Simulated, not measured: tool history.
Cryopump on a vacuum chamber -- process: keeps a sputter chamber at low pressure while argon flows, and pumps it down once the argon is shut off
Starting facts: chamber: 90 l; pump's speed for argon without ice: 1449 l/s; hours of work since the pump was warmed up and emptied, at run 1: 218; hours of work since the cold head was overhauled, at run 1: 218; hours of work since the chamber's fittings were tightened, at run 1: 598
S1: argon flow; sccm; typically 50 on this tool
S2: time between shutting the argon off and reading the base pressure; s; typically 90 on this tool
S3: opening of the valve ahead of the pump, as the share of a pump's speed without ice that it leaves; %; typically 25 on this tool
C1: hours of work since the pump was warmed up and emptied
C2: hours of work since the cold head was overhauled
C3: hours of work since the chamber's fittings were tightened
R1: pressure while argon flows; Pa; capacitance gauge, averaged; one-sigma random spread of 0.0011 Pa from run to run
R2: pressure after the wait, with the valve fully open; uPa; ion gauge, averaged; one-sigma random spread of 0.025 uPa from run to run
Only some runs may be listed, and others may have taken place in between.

run,hour,S1,S2,S3,C1,C2,C3,R1,R2
1,0.0,50,90,25,218,218,598,0.2431,1.61
2,64.9,50,138,25,248,248,628,0.2435,1.41
3,107.0,50,138,25,267,267,647,0.2456,1.45
4,201.6,50,46,25,310,310,691,0.2479,2.42
# hour 230.9: pump warmed up, emptied and cooled again
5,270.8,50,90,25,18,340,720,0.2372,1.68
6,319.0,50,90,25,40,362,742,0.2356,1.58
7,365.5,50,90,25,62,383,763,0.2350,1.63
8,447.8,50,90,25,99,421,801,0.2376,1.70
9,536.9,50,90,25,140,461,842,0.2397,1.80
10,597.4,50,22,33,168,489,870,0.1849,4.04
11,688.4,50,22,33,210,531,911,0.1869,4.25
12,766.3,50,22,33,245,567,947,0.1872,4.32
13,846.4,61,90,26,282,603,984,0.2903,2.05
14,889.4,61,90,26,302,623,1003,0.2912,2.16
# hour 936.3: pump warmed up, emptied and cooled again
15,969.2,61,90,26,15,657,1038,0.2757,1.93

The same runs without the tool's hidden state, with the same run-to-run variation:
What the log doesn't record here: pump's speed, % of a pump's without ice; cold plate's temperature, K; leak into the chamber, uPa l/s; drift of the gauge itself on working_pa, %; drift of the gauge itself on base_upa, %.
run,R1,R2
1,0.2334,0.94
2,0.2322,0.68
3,0.2330,0.70
4,0.2328,1.61
5,0.2361,1.00
6,0.2335,0.91
7,0.2321,0.92
8,0.2331,0.92
9,0.2334,0.94
10,0.1773,3.16
11,0.1773,3.26
12,0.1757,3.27
13,0.2739,0.94
14,0.2733,0.99
15,0.2739,0.96

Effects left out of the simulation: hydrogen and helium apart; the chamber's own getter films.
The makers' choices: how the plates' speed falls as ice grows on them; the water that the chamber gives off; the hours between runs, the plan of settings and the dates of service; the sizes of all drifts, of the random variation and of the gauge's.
